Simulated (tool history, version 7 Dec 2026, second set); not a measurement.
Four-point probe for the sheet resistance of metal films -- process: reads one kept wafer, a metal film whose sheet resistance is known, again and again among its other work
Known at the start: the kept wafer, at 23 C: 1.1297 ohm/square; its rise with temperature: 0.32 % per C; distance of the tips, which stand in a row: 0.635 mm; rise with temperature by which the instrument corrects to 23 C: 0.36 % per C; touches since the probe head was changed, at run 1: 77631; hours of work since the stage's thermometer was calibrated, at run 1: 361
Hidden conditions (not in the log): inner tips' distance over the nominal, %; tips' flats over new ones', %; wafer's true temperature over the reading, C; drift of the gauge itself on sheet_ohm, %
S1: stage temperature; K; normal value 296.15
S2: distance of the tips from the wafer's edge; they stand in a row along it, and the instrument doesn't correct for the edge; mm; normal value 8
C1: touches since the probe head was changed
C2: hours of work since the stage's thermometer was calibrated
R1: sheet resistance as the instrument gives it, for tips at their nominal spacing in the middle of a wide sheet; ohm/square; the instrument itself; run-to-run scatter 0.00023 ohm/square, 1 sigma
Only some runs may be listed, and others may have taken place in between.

run 1 hour=0.0 | S1=296.15 S2=8 | C1=77631 C2=361 | R1=1.120659
run 2 hour=23.7 | S1=296.15 S2=8 | C1=78936 C2=377 | R1=1.120940
run 3 hour=52.2 | S1=296.15 S2=8 | C1=80503 C2=397 | R1=1.120638
run 4 hour=74.3 | S1=296.15 S2=8 | C1=81721 C2=412 | R1=1.120201
run 5 hour=91.4 | S1=296.15 S2=8 | C1=82661 C2=423 | R1=1.119921
run 6 hour=107.6 | S1=296.15 S2=8 | C1=83550 C2=434 | R1=1.120123
run 7 hour=123.1 | S1=296.15 S2=8 | C1=84406 C2=445 | R1=1.120187
run 8 hour=152.2 | S1=296.15 S2=8 | C1=86006 C2=464 | R1=1.119708
-- hour=155.0 stage's thermometer calibrated
run 9 hour=171.6 | S1=296.15 S2=8 | C1=87049 C2=11 | R1=1.118867
run 10 hour=195.0 | S1=296.15 S2=8 | C1=88335 C2=27 | R1=1.119358
run 11 hour=222.1 | S1=296.15 S2=8 | C1=89823 C2=46 | R1=1.118772
-- hour=228.6 stage's thermometer calibrated, once more
run 12 hour=244.2 | S1=296.15 S2=8 | C1=91017 C2=11 | R1=1.119595
run 13 hour=273.5 | S1=296.15 S2=8 | C1=92624 C2=30 | R1=1.119435
run 14 hour=299.1 | S1=296.15 S2=8 | C1=94035 C2=48 | R1=1.119188
run 15 hour=322.3 | S1=296.15 S2=8 | C1=95313 C2=64 | R1=1.118997
run 16 hour=337.7 | S1=307.15 S2=5 | C1=96160 C2=74 | R1=1.119864
run 17 hour=353.1 | S1=295.15 S2=7 | C1=97006 C2=85 | R1=1.120460
-- hour=356.4 new probe head fitted
run 18 hour=382.3 | S1=295.15 S2=46 | C1=1425 C2=104 | R1=1.129979
run 19 hour=396.0 | S1=295.15 S2=39 | C1=2176 C2=113 | R1=1.129991
run 20 hour=413.3 | S1=301.15 S2=27 | C1=3127 C2=125 | R1=1.126854
run 21 hour=428.4 | S1=301.15 S2=12 | C1=3960 C2=135 | R1=1.128750
run 22 hour=444.7 | S1=299.15 S2=51 | C1=4854 C2=146 | R1=1.127880
run 23 hour=474.1 | S1=306.15 S2=10 | C1=6475 C2=166 | R1=1.126507
run 24 hour=497.9 | S1=296.15 S2=4 | C1=7786 C2=182 | R1=1.144095
run 25 hour=519.4 | S1=303.15 S2=13 | C1=8969 C2=197 | R1=1.126820
run 26 hour=536.8 | S1=298.15 S2=3 | C1=9926 C2=209 | R1=1.153721
run 27 hour=556.3 | S1=296.15 S2=19 | C1=10997 C2=222 | R1=1.129021
run 28 hour=576.0 | S1=300.15 S2=47 | C1=12082 C2=235 | R1=1.126193
run 29 hour=594.1 | S1=294.15 S2=3 | C1=13079 C2=248 | R1=1.155887

4 options for the next run, each taken on its own from the tool as it stands now. Forecast them:
run A hour=611.1 | S1=294.15 S2=9 | C1=14016 C2=259 | R1=?
run B hour=611.1 | S1=303.15 S2=30 | C1=14016 C2=259 | R1=?
run C hour=611.1 | S1=293.15 S2=4 | C1=14016 C2=259 | R1=?
run D hour=611.1 | S1=304.15 S2=41 | C1=14016 C2=259 | R1=?

run=A R1=1.131953
run=B R1=1.124943
run=C R1=1.144448
run=D R1=1.124111
The same runs, with their run-to-run variation unchanged, on a tool lacking any hidden condition would have given:
run=A R1=1.133916
run=B R1=1.126894
run=C R1=1.146431
run=D R1=1.126060
